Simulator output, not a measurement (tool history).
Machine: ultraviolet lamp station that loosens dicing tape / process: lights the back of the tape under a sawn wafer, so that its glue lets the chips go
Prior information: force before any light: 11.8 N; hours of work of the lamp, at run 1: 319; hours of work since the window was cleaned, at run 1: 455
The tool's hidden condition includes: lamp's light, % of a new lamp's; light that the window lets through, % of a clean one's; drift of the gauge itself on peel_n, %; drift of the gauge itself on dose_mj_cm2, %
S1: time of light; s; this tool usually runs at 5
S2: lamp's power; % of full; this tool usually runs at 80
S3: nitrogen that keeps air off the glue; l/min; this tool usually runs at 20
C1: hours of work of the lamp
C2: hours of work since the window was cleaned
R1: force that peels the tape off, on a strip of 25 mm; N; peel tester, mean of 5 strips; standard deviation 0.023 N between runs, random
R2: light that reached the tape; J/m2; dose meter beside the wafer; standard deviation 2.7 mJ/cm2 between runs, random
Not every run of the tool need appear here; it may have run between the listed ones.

run 1 day=0 | S1=5 S2=80 S3=20 | C1=319 C2=455 | R1=1.683 R2=3160
run 2 day=0.562 | S1=5 S2=80 S3=20 | C1=329 C2=465 | R1=1.616 R2=3110
run 3 day=1.521 | S1=5 S2=80 S3=20 | C1=346 C2=482 | R1=1.627 R2=3050
run 4 day=2.175 | S1=5 S2=80 S3=20 | C1=357 C2=494 | R1=1.66 R2=3100
run 5 day=2.592 | S1=5 S2=80 S3=20 | C1=365 C2=501 | R1=1.66 R2=3090
run 6 day=3.225 | S1=5 S2=80 S3=20 | C1=376 C2=513 | R1=1.646 R2=3070
run 7 day=3.65 | S1=5 S2=80 S3=20 | C1=384 C2=520 | R1=1.702 R2=3080
-- day=3.758 window cleaned of glue's vapour
run 8 day=4.171 | S1=5 S2=80 S3=7 | C1=393 C2=7 | R1=2.734 R2=2950
run 9 day=4.762 | S1=5 S2=80 S3=7 | C1=403 C2=18 | R1=2.797 R2=2890
run 10 day=5.754 | S1=5 S2=83 S3=20 | C1=421 C2=35 | R1=1.768 R2=3040
run 11 day=6.646 | S1=5 S2=71 S3=20 | C1=436 C2=51 | R1=2.193 R2=2500
run 12 day=7.171 | S1=5 S2=67 S3=20 | C1=446 C2=61 | R1=2.461 R2=2370
run 13 day=7.912 | S1=5 S2=80 S3=8 | C1=459 C2=74 | R1=2.733 R2=2830
run 14 day=8.492 | S1=5 S2=80 S3=8 | C1=469 C2=84 | R1=2.73 R2=2850
-- day=8.762 window cleaned of glue's vapour, once more
run 15 day=9.046 | S1=9 S2=80 S3=27 | C1=479 C2=5 | R1=0.329 R2=5630
run 16 day=10.033 | S1=9 S2=80 S3=27 | C1=496 C2=23 | R1=0.334 R2=5590
run 17 day=10.758 | S1=4 S2=73 S3=9 | C1=509 C2=35 | R1=3.535 R2=2240
run 18 day=11.329 | S1=3 S2=79 S3=11 | C1=519 C2=46 | R1=4.182 R2=1820
run 19 day=12.05 | S1=8 S2=91 S3=7 | C1=532 C2=58 | R1=0.803 R2=5540
run 20 day=13.021 | S1=5 S2=62 S3=20 | C1=549 C2=76 | R1=2.613 R2=2340
run 21 day=13.829 | S1=7 S2=62 S3=11 | C1=563 C2=90 | R1=1.947 R2=3240
run 22 day=14.721 | S1=7 S2=62 S3=11 | C1=579 C2=106 | R1=1.973 R2=3230
run 23 day=15.196 | S1=7 S2=62 S3=11 | C1=588 C2=114 | R1=1.952 R2=3240
run 24 day=16.062 | S1=5 S2=63 S3=22 | C1=603 C2=129 | R1=2.547 R2=2330

Difference, measured minus no-hidden-state, one row per run. Run-to-run variation is common to both terms; the gauge's own scatter need not be:
run=1 R1=+0.498 R2=-580
run=2 R1=+0.486 R2=-590
run=3 R1=+0.507 R2=-610
run=4 R1=+0.528 R2=-640
run=5 R1=+0.537 R2=-640
run=6 R1=+0.543 R2=-660
run=7 R1=+0.569 R2=-660
run=8 R1=+0.865 R2=-790
run=9 R1=+0.899 R2=-810
run=10 R1=+0.722 R2=-860
run=11 R1=+0.817 R2=-740
run=12 R1=+0.892 R2=-710
run=13 R1=+0.967 R2=-870
run=14 R1=+0.973 R2=-890
run=15 R1=+0.125 R2=-1070
run=16 R1=+0.128 R2=-1120
run=17 R1=+0.763 R2=-470
run=18 R1=+0.807 R2=-390
run=19 R1=+0.328 R2=-1220
run=20 R1=+0.748 R2=-540
run=21 R1=+0.656 R2=-770
run=22 R1=+0.684 R2=-790
run=23 R1=+0.686 R2=-810
run=24 R1=+0.813 R2=-610
